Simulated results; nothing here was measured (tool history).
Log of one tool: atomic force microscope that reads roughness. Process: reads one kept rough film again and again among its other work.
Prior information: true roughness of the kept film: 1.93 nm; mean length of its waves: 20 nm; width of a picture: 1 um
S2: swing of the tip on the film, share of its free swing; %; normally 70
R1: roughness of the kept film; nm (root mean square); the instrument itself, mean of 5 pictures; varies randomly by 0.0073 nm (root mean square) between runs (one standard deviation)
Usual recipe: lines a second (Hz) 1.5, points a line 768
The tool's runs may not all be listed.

run 1 day=0 | lines_a_second_(Hz)=1.5 S2=70 points_a_line=768 | R1=1.468
run 2 day=1.362 | lines_a_second_(Hz)=1.5 S2=70 points_a_line=768 | R1=1.367
run 3 day=3.112 | lines_a_second_(Hz)=1.5 S2=70 points_a_line=768 | R1=1.249
run 4 day=4.108 | lines_a_second_(Hz)=1.5 S2=70 points_a_line=768 | R1=1.189
run 5 day=5.338 | lines_a_second_(Hz)=1.5 S2=70 points_a_line=768 | R1=1.134
run 6 day=6.971 | lines_a_second_(Hz)=1.5 S2=70 points_a_line=768 | R1=1.06
run 7 day=8.154 | lines_a_second_(Hz)=1.5 S2=70 points_a_line=737 | R1=1.017
-- day=9.354 new tip fitted
run 8 day=9.367 | lines_a_second_(Hz)=1.5 S2=70 points_a_line=737 | R1=1.507
run 9 day=10.85 | lines_a_second_(Hz)=1.5 S2=70 points_a_line=737 | R1=1.395
run 10 day=11.708 | lines_a_second_(Hz)=1.5 S2=89 points_a_line=1011 | R1=1.231
run 11 day=12.779 | lines_a_second_(Hz)=1.5 S2=89 points_a_line=1011 | R1=1.181
run 12 day=13.875 | lines_a_second_(Hz)=1.5 S2=89 points_a_line=1011 | R1=1.126
run 13 day=15.608 | lines_a_second_(Hz)=3.93 S2=58 points_a_line=768 | R1=1.108
run 14 day=17.242 | lines_a_second_(Hz)=3.93 S2=58 points_a_line=768 | R1=1.045
run 15 day=18.775 | lines_a_second_(Hz)=1.61 S2=58 points_a_line=287 | R1=0.996

What will run 16 give?
-- day=19.412 new tip fitted
run 16 day=20.375 | lines_a_second_(Hz)=1.61 S2=58 points_a_line=287 | R1=?

{"run 16": {"R1": 1.469}}
Take away the tool's hidden state, keep the run-to-run variation as it was, and the same run would have given R1 1.54 nm (root mean square).
